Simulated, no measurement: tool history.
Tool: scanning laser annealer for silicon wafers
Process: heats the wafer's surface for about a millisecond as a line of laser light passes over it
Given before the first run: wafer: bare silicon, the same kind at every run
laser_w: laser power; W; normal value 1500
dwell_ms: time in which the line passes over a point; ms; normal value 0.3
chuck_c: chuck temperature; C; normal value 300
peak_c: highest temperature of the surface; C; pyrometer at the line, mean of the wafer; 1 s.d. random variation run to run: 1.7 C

| run | hour | laser_w | dwell_ms | chuck_c | peak_c |
|---|---|---|---|---|---|
| 1 | 0 | 1500 | 0.3 | 300 | 1015 |
| 2 | 8.7 | 1500 | 0.3 | 300 | 1015 |
| 3 | 18.9 | 1500 | 0.3 | 321 | 1033 |
| 4 | 29.9 | 1500 | 0.3 | 321 | 1034 |
| 5 | 37.1 | 1500 | 0.3 | 321 | 1034 |
| 6 | 47.1 | 1500 | 0.3 | 321 | 1035 |
| 7 | 54.6 | 1500 | 0.3 | 321 | 1036 |
| 8 | 61.1 | 1500 | 0.3 | 321 | 1037 |
| 9 | 71.6 | 1500 | 0.3 | 300 | 1012 |
| 10 | 77.8 | 1500 | 0.269 | 300 | 973 |
| 11 | 85.8 | 1500 | 0.269 | 300 | 971 |
| 12 | 93.6 | 1500 | 0.269 | 300 | 974 |
| 13 | 104.2 | 1500 | 0.3 | 300 | 1013 |
| 14 | 113.9 | 1500 | 0.3 | 300 | 1014 |
| 15 | 118.9 | 1500 | 0.3 | 300 | 1010 |
| 16 | 123.9 | 1500 | 0.3 | 300 | 1011 |
| 17 | 133.4 | 1500 | 0.3 | 300 | 1011 |
| 18 | 141.2 | 1500 | 0.3 | 300 | 1010 |
| 19 | 150.6 | 1500 | 0.3 | 300 | 1012 |
| 20 | 158.4 | 1304 | 0.28 | 284 | 858 |
| 21 | 165.7 | 1304 | 0.28 | 284 | 854 |
| 22 | 171 | 1304 | 0.28 | 284 | 861 |
| 23 | 183.1 | 1298 | 0.326 | 268 | 879 |
| 24 | 189.8 | 1372 | 0.3 | 295 | 922 |
| 25 | 202 | 1439 | 0.339 | 272 | 1009 |
| 26 | 208.9 | 1439 | 0.339 | 272 | 1012 |
| 27 | 213.5 | 1439 | 0.339 | 272 | 1009 |
| 28 | 220.8 | 1500 | 0.248 | 337 | 994 |
| 29 | 228.5 | 1500 | 0.248 | 337 | 986 |
| 30 | 236 | 1500 | 0.344 | 337 | 1121 |
| 31 | 244.6 | 1479 | 0.3 | 300 | 1012 |
| 32 | 251.8 | 1500 | 0.3 | 300 | 1025 |
| 33 | 261.7 | 1500 | 0.3 | 300 | 1031 |
| 34 | 271.7 | 1500 | 0.223 | 276 | 890 |
| 35 | 280.2 | 1425 | 0.223 | 316 | 895 |
| 36 | 288.1 | 1309 | 0.223 | 335 | 853 |
| 37 | 294.8 | 1395 | 0.223 | 305 | 865 |

Between the runs listed above, the log contained 2 entries, not reproduced here. Where in the sequence does each belong, and how does what the log doesn't record of the tool's condition differ from the listed run before to the listed run after?
After run 22, before run 23: window over the wafer cleaned (hour 173.6)
  light that passes the window, % of a clean one's: 98.2 -> 97.1; width of the line over the set one, %: 0.87 -> 0.89
  difference, measured minus the result without the unlogged condition, peak_c: -15 -> -25 C
After run 24, before run 25: window over the wafer cleaned, once more (hour 200.4)
  light that passes the window, % of a clean one's: 97.09 -> 99.95; width of the line over the set one, %: 0.9 -> 0.91
  difference, measured minus the result without the unlogged condition, peak_c: -26 -> -3 C
